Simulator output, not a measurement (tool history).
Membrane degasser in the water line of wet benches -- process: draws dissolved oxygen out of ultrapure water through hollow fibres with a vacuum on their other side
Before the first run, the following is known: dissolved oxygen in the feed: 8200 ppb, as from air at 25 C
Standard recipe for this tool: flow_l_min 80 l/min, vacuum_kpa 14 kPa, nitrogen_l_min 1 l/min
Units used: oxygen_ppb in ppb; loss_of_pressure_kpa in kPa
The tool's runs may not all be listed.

run 1 hour=0 | flow_l_min=80 vacuum_kpa=14 nitrogen_l_min=1 | oxygen_ppb=1307.6 loss_of_pressure_kpa=56.98
run 2 hour=91.2 | flow_l_min=80 vacuum_kpa=14 nitrogen_l_min=1 | oxygen_ppb=1315.7 loss_of_pressure_kpa=57.08
run 3 hour=159.1 | flow_l_min=80 vacuum_kpa=14 nitrogen_l_min=1 | oxygen_ppb=1313.4 loss_of_pressure_kpa=56.92
run 4 hour=223.9 | flow_l_min=80 vacuum_kpa=21.6 nitrogen_l_min=1 | oxygen_ppb=2048.4 loss_of_pressure_kpa=57.03
run 5 hour=347.7 | flow_l_min=80 vacuum_kpa=21.6 nitrogen_l_min=1 | oxygen_ppb=2048.7 loss_of_pressure_kpa=57.01
run 6 hour=451.1 | flow_l_min=80 vacuum_kpa=21.6 nitrogen_l_min=1 | oxygen_ppb=2051.8 loss_of_pressure_kpa=56.87
run 7 hour=552.1 | flow_l_min=80 vacuum_kpa=14 nitrogen_l_min=1.3 | oxygen_ppb=1115.2 loss_of_pressure_kpa=57.03
run 8 hour=680 | flow_l_min=80 vacuum_kpa=14 nitrogen_l_min=1.3 | oxygen_ppb=1120.7 loss_of_pressure_kpa=57.21
run 9 hour=785.8 | flow_l_min=80 vacuum_kpa=14 nitrogen_l_min=1.3 | oxygen_ppb=1117.5 loss_of_pressure_kpa=56.9
run 10 hour=889.1 | flow_l_min=80 vacuum_kpa=28.7 nitrogen_l_min=1.3 | oxygen_ppb=2259.1 loss_of_pressure_kpa=57.41
run 11 hour=968 | flow_l_min=80 vacuum_kpa=9.5 nitrogen_l_min=1.3 | oxygen_ppb=699.8 loss_of_pressure_kpa=57.66
run 12 hour=1118.5 | flow_l_min=80 vacuum_kpa=14 nitrogen_l_min=2.24 | oxygen_ppb=768.5 loss_of_pressure_kpa=57.41
run 13 hour=1268.3 | flow_l_min=80 vacuum_kpa=14 nitrogen_l_min=1 | oxygen_ppb=1331.7 loss_of_pressure_kpa=57.06
run 14 hour=1423.6 | flow_l_min=80 vacuum_kpa=14 nitrogen_l_min=1 | oxygen_ppb=1327.1 loss_of_pressure_kpa=57.34
run 15 hour=1521.4 | flow_l_min=80 vacuum_kpa=14 nitrogen_l_min=1 | oxygen_ppb=1331 loss_of_pressure_kpa=57.56
run 16 hour=1595.1 | flow_l_min=80 vacuum_kpa=21.3 nitrogen_l_min=1.42 | oxygen_ppb=1635.1 loss_of_pressure_kpa=57.24
run 17 hour=1666.8 | flow_l_min=109 vacuum_kpa=15.8 nitrogen_l_min=1.42 | oxygen_ppb=1525.8 loss_of_pressure_kpa=78.14
run 18 hour=1818.6 | flow_l_min=109 vacuum_kpa=15.8 nitrogen_l_min=1.42 | oxygen_ppb=1533.5 loss_of_pressure_kpa=78.65
run 19 hour=1898 | flow_l_min=96 vacuum_kpa=33.4 nitrogen_l_min=2.82 | oxygen_ppb=1796.8 loss_of_pressure_kpa=68.79
run 20 hour=1989.3 | flow_l_min=96 vacuum_kpa=33.4 nitrogen_l_min=2.82 | oxygen_ppb=1793.4 loss_of_pressure_kpa=68.93
run 21 hour=2109.4 | flow_l_min=96 vacuum_kpa=33.4 nitrogen_l_min=2.82 | oxygen_ppb=1789.8 loss_of_pressure_kpa=69.27
run 22 hour=2255.9 | flow_l_min=90 vacuum_kpa=15.9 nitrogen_l_min=1.8 | oxygen_ppb=1153.2 loss_of_pressure_kpa=64.86
run 23 hour=2328.7 | flow_l_min=70 vacuum_kpa=20.9 nitrogen_l_min=1 | oxygen_ppb=1846.2 loss_of_pressure_kpa=50.34
run 24 hour=2408.6 | flow_l_min=70 vacuum_kpa=20.9 nitrogen_l_min=1.37 | oxygen_ppb=1470.2 loss_of_pressure_kpa=50.31
run 25 hour=2560.2 | flow_l_min=105 vacuum_kpa=12.3 nitrogen_l_min=1.41 | oxygen_ppb=1102.1 loss_of_pressure_kpa=75.56
run 26 hour=2709.5 | flow_l_min=98 vacuum_kpa=34.5 nitrogen_l_min=0.62 | oxygen_ppb=4123.4 loss_of_pressure_kpa=70.61
run 27 hour=2827.5 | flow_l_min=61 vacuum_kpa=27.3 nitrogen_l_min=1.16 | oxygen_ppb=1950.6 loss_of_pressure_kpa=43.79
run 28 hour=2934 | flow_l_min=61 vacuum_kpa=27.3 nitrogen_l_min=1.16 | oxygen_ppb=1939.9 loss_of_pressure_kpa=44.32

The log once held 3 entries between its listed runs, left out of this copy. Where does each go, and what is different about the tool's unlogged condition between the listed run before it and the listed run after it?
After run 3, before run 4: seals of the vacuum lines changed (hour 198.6)
  membrane still open, %: 99.2 -> 99.1; air that leaks in behind the membrane, l/min: 0.0128 -> 0.0019
  difference, measured minus the result without the unlogged condition, oxygen_ppb: +19.8 -> +19.4 ppb; loss_of_pressure_kpa: +0.47 -> +0.48 kPa
After run 16, before run 17: vacuum gauge calibrated (hour 1607.2)
  true pressure behind the membrane over the reading, kPa: 0.34 -> 0.46; air that leaks in behind the membrane, l/min: 0.005 -> 0.0051
  difference, measured minus the result without the unlogged condition, oxygen_ppb: +26.5 -> +47.8 ppb; loss_of_pressure_kpa: +0.9 -> +1.26 kPa
After run 23, before run 24: vacuum gauge calibrated, once more (hour 2384.9)
  true pressure behind the membrane over the reading, kPa: 0.52 -> -0.06; air that leaks in behind the membrane, l/min: 0.0067 -> 0.0069
  difference, measured minus the result without the unlogged condition, oxygen_ppb: +43.3 -> -3.1 ppb; loss_of_pressure_kpa: +0.99 -> +1.01 kPa
